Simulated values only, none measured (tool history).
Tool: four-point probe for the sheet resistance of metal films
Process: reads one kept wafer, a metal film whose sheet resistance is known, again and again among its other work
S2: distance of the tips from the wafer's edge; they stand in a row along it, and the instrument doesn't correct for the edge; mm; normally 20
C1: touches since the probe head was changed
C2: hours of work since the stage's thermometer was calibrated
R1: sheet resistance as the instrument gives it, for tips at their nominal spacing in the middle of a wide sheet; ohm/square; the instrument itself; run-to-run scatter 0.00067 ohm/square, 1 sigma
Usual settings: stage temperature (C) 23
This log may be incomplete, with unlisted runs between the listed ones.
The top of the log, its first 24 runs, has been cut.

Run 25, day 12.658: usual settings but stage temperature (C) 34, S2 9 mm; C1 19171; C2 654. Result: R1 3.390387 ohm/square.
Run 26, day 13.046: usual settings but stage temperature (C) 21, S2 72 mm; C1 19419; C2 661. Result: R1 3.380625 ohm/square.
Run 27, day 13.625: usual settings; C1 19788; C2 672. Result: R1 3.382199 ohm/square.
Run 28, day 14.062: usual settings but stage temperature (C) 24, S2 29 mm; C1 20068; C2 680. Result: R1 3.380652 ohm/square.
Run 29, day 14.612: usual settings but stage temperature (C) 24, S2 29 mm; C1 20421; C2 690. Result: R1 3.381708 ohm/square.
Run 30, day 15.25: usual settings but stage temperature (C) 24, S2 29 mm; C1 20828; C2 702. Result: R1 3.382781 ohm/square.
Run 31, day 15.617: usual settings but stage temperature (C) 27, S2 15 mm; C1 21064; C2 709. Result: R1 3.385393 ohm/square.
Run 32, day 16.096: usual settings but stage temperature (C) 24, S2 18 mm; C1 21369; C2 718. Result: R1 3.381988 ohm/square.
Run 33, day 16.475: usual settings but stage temperature (C) 19; C1 21613; C2 725. Result: R1 3.379962 ohm/square.
Run 34, day 17.125: usual settings but stage temperature (C) 19, S2 7 mm; C1 22028; C2 737. Result: R1 3.388536 ohm/square.
Run 35, day 17.667: usual settings but stage temperature (C) 19, S2 7 mm; C1 22373; C2 747. Result: R1 3.390776 ohm/square.
Run 36, day 18.192: usual settings but stage temperature (C) 19, S2 7 mm; C1 22708; C2 756. Result: R1 3.388621 ohm/square.
Run 37, day 18.821: usual settings but stage temperature (C) 19, S2 7 mm; C1 23113; C2 768. Result: R1 3.388739 ohm/square.
Run 38, day 19.121: usual settings but stage temperature (C) 31; C1 23304; C2 773. Result: R1 3.386856 ohm/square.
Run 39, day 19.483: usual settings but stage temperature (C) 24, S2 37 mm; C1 23536; C2 780. Result: R1 3.383024 ohm/square.
Run 40, day 19.808: usual settings but stage temperature (C) 33, S2 16 mm; C1 23743; C2 786. Result: R1 3.388463 ohm/square.
Run 41, day 20.171: usual settings but stage temperature (C) 33, S2 36 mm; C1 23976; C2 793. Result: R1 3.387996 ohm/square.
Run 42, day 20.567: usual settings but stage temperature (C) 18, S2 13 mm; C1 24229; C2 800. Result: R1 3.382885 ohm/square.
Run 43, day 21.2: usual settings but stage temperature (C) 26, S2 56 mm; C1 24635; C2 812. Result: R1 3.384685 ohm/square.
Run 44, day 21.496: usual settings but stage temperature (C) 26, S2 56 mm; C1 24824; C2 817. Result: R1 3.383379 ohm/square.

Predict each of these 5 candidate next runs independently; none follows another, all start after run 44:
Run A, day 22.117: usual settings but stage temperature (C) 27, S2 4 mm; C1 25221; C2 829. Result: R1 ?.
Run B, day 22.117: usual settings but stage temperature (C) 25, S2 36 mm; C1 25221; C2 829. Result: R1 ?.
Run C, day 22.117: usual settings but stage temperature (C) 20, S2 56 mm; C1 25221; C2 829. Result: R1 ?.
Run D, day 22.117: usual settings but stage temperature (C) 28, S2 17 mm; C1 25221; C2 829. Result: R1 ?.
Run E, day 22.117: usual settings but stage temperature (C) 22, S2 4 mm; C1 25221; C2 829. Result: R1 ?.

run        R1
  A  3.411171
  B   3.38407
  C  3.379989
  D  3.385939
  E  3.410808
Had the tool no hidden state, the same runs would have come out as:
run        R1
  A  3.383248
  B  3.356362
  C  3.352347
  D  3.358198
  E   3.38292
